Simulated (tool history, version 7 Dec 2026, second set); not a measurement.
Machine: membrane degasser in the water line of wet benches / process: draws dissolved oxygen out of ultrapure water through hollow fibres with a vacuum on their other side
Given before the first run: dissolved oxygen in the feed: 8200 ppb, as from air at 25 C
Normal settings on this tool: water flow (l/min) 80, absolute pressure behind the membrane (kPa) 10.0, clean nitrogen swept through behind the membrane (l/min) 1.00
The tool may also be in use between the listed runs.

run	hour	water flow (l/min)	absolute pressure behind the membrane (kPa)	clean nitrogen swept through behind the membrane (l/min)	dissolved oxygen in the water behind the degasser (ppb)	pressure that the water loses in the fibres (kPa)
1	0.0	80	10.0	1.00	1044.2	66.44
2	115.8	80	10.0	1.00	1037.5	65.90
3	184.8	80	10.0	1.00	1049.5	66.28
4	307.3	80	10.0	1.00	1041.4	66.55
5	449.6	80	10.0	1.00	1046.3	66.45
6	517.3	118	10.0	1.00	1426.6	97.66
7	589.1	80	6.5	1.00	650.6	66.64
8	740.9	80	6.5	1.00	648.8	66.20
9	813.5	80	9.9	1.00	1045.4	66.38
10	885.4	80	9.9	1.00	1041.3	66.54
11	1021.6	80	9.9	1.00	1042.3	66.29
12	1140.7	80	9.9	1.00	1046.8	66.52
13	1252.5	80	10.0	0.68	1275.4	66.69
14	1382.1	80	9.4	1.00	997.9	66.57
# hour 1391.6: vacuum gauge calibrated
15	1502.5	114	17.2	1.64	1801.5	94.93
16	1659.9	74	10.0	0.71	1206.6	61.83
17	1741.5	119	9.8	1.30	1318.9	99.22
# hour 1761.2: vacuum gauge calibrated, once more
18	1888.7	119	11.9	1.30	1470.5	99.85
19	2036.2	119	11.9	1.30	1480.1	99.12
20	2163.5	119	11.9	1.30	1473.4	99.12
21	2259.7	85	13.3	1.00	1438.4	70.92
22	2344.9	62	10.1	1.52	656.0	52.13
23	2498.6	57	10.1	0.63	1021.1	47.36
24	2603.2	57	10.1	0.63	1023.0	47.71
25	2734.3	57	24.3	1.58	1425.1	47.64
26	2858.5	80	8.3	1.00	839.4	67.14
27	3003.4	80	8.3	1.00	844.7	67.25
28	3099.2	126	21.8	1.00	2832.2	105.88

5 options for the next run, each taken on its own from the tool as it stands now. Forecast them:
A	3230.2	103	6.9	1.00	?	?
B	3230.2	80	12.3	1.06	?	?
C	3230.2	80	6.9	1.00	?	?
D	3230.2	80	6.4	0.89	?	?
E	3230.2	96	10.8	1.00	?	?

run	dissolved oxygen in the water behind the degasser (ppb)	pressure that the water loses in the fibres (kPa)
A	882.6	86.70
B	1247.0	67.36
C	679.8	67.26
D	659.8	67.13
E	1301.1	80.32
Stripped of hidden state, with their random variation kept, the same runs would have yielded:
run	dissolved oxygen in the water behind the degasser (ppb)	pressure that the water loses in the fibres (kPa)
A	836.6	83.78
B	1216.7	65.10
C	644.5	65.00
D	622.9	64.87
E	1263.5	77.61
